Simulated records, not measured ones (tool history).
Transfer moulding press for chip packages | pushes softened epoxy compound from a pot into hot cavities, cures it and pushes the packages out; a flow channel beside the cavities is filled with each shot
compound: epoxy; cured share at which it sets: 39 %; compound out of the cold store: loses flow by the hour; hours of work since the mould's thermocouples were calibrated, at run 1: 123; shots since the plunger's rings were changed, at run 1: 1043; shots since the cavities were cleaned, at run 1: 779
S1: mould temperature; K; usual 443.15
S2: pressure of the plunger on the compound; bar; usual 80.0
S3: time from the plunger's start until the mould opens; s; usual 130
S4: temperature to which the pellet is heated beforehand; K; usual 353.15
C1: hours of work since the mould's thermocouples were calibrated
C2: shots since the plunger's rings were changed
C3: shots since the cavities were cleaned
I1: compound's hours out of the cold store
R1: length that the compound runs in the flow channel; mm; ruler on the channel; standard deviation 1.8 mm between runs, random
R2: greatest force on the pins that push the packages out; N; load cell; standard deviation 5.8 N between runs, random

run,day,S1,S2,S3,S4,C1,C2,C3,I1,R1,R2
1,0.000,443.15,80.0,130,353.15,123,1043,779,16.3,615,486
# day 1.188: cavities cleaned with cleaning compound and waxed
2,2.504,443.15,87.7,130,353.15,165,1677,342,45.9,538,366
3,3.962,443.15,80.0,130,353.15,191,2057,722,19.9,592,496
# day 5.512: cavities cleaned with cleaning compound and waxed
4,5.783,443.15,80.0,130,353.15,221,2514,70,14.8,615,305
# day 7.117: plunger's sealing rings changed
5,8.425,443.15,80.0,130,353.15,265,340,730,39.0,545,456
# day 9.962: cavities cleaned with cleaning compound and waxed
6,11.871,435.15,80.0,130,353.15,324,1221,497,20.1,627,901
# day 14.250: cavities cleaned with cleaning compound and waxed
7,15.117,443.15,80.0,139,353.15,380,2048,225,42.7,529,309
# day 18.004: plunger's sealing rings changed
8,18.117,441.15,80.0,130,353.15,430,30,979,13.7,640,623
# day 18.708: cavities cleaned with cleaning compound and waxed
9,19.992,441.15,80.0,130,353.15,462,501,334,43.4,538,465
# day 22.988: cavities cleaned with cleaning compound and waxed
10,23.400,441.15,80.0,130,353.15,520,1372,108,38.6,550,333
11,25.792,441.15,80.0,130,353.15,562,1993,729,37.8,544,562
# day 27.112: cavities cleaned with cleaning compound and waxed
# day 29.075: plunger's sealing rings changed
12,29.150,441.15,80.0,130,353.15,617,20,503,25.7,596,550
# day 30.108: mould's thermocouples calibrated
# day 31.621: cavities cleaned with cleaning compound and waxed
13,32.158,437.15,71.7,139,346.15,35,765,141,14.6,606,477
14,34.167,443.15,80.0,130,358.15,70,1286,662,35.8,547,453
# day 35.742: cavities cleaned with cleaning compound and waxed
15,36.708,440.15,80.0,112,353.15,113,1931,251,46.3,518,602
16,39.271,440.15,80.0,118,353.15,157,2598,918,35.3,547,733
# day 40.025: plunger's sealing rings changed
# day 40.088: cavities cleaned with cleaning compound and waxed
17,42.371,449.15,80.0,117,346.15,208,595,595,14.2,614,412
# day 44.333: cavities cleaned with cleaning compound and waxed
18,44.775,443.15,80.0,164,353.15,249,1204,115,39.5,543,232
19,46.312,443.15,80.0,164,353.15,276,1604,515,42.4,527,328
# day 48.562: cavities cleaned with cleaning compound and waxed
20,49.992,450.15,80.0,110,361.15,339,2544,372,8.1,615,376
# day 51.175: plunger's sealing rings changed
21,52.133,450.15,80.0,110,361.15,374,249,902,8.1,636,440
# day 52.967: cavities cleaned with cleaning compound and waxed
22,53.683,450.15,80.0,110,361.15,400,636,186,9.5,629,329
23,55.575,443.15,95.9,158,355.15,433,1129,679,29.9,627,372
# day 57.217: cavities cleaned with cleaning compound and waxed
24,59.221,441.15,80.0,130,357.15,496,2060,522,48.0,517,508

4 options for the next run, each taken on its own from the tool as it stands now. Forecast them:
A,60.871,449.15,80.0,130,357.15,524,2489,951,43.3,?,?
B,60.871,441.15,82.5,170,344.15,524,2489,951,18.6,?,?
C,60.871,441.15,80.0,130,358.15,524,2489,951,36.9,?,?
D,60.871,441.15,69.2,130,357.15,524,2489,951,37.9,?,?

run,R1,R2
A,511,371
B,615,421
C,546,587
D,507,597
Without the tool's unlogged condition, the same runs would have read:
run,R1,R2
A,522,162
B,628,182
C,557,242
D,518,248
